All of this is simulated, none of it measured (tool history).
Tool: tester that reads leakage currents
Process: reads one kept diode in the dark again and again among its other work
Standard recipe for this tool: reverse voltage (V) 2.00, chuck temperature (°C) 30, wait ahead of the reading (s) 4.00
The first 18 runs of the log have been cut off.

run      day  reverse voltage (V)  chuck temperature (°C)  wait ahead of the reading (s)  current that the tester gives (pA)
 19  107.875                 2.00                      52                           4.00                              384.04
 20  115.325                 2.00                      52                           4.00                              386.86
 21  119.117                 2.00                      26                           4.00                               65.25
 22  122.758                 2.00                      26                           4.00                               64.91
 23  128.450                 3.40                      51                           0.31                              497.33
 24  133.596                 1.16                      21                           0.89                               32.99
 25  139.358                 1.16                      29                           0.51                               60.63
 26  145.433                 1.16                      29                           0.51                               60.79
 27  154.058                 1.16                      29                           0.51                               61.50
 28  160.212                 1.16                      22                           1.21                               36.56
 29  164.708                13.51                      58                           4.05                             1752.20
 30  171.646                16.56                      32                           4.05                              355.85
 31  175.250                17.70                      22                           3.03                              179.64
 32  180.150                17.70                      22                           3.03                              180.82
     184.925  -- chuck's temperature calibrated
 33  186.208                 2.84                      50                           1.54                              411.35
 34  191.533                 1.44                      58                           1.54                              464.92
     197.683  -- tester calibrated
 35  198.275                 1.69                      30                           4.00                               76.53
 36  203.283                 2.00                      48                           0.83                              292.28
 37  209.721                 2.18                      31                           6.23                               96.14

Alternative continuations, all from the tool just after run 37; predict every row:
  A  215.238                 5.78                      31                           6.23                                   ?
  B  215.238                19.72                      27                           4.00                                   ?
  C  215.238                 2.00                      38                           4.00                                   ?
  D  215.238                11.02                      32                           4.00                                   ?

run  current that the tester gives (pA)
  A                              169.60
  B                              257.74
  C                              150.92
  D                              263.82
Take away the tool's hidden state, keep each run's random variation, and the runs would have read:
run  current that the tester gives (pA)
  A                              162.75
  B                              243.26
  C                              146.12
  D                              252.48

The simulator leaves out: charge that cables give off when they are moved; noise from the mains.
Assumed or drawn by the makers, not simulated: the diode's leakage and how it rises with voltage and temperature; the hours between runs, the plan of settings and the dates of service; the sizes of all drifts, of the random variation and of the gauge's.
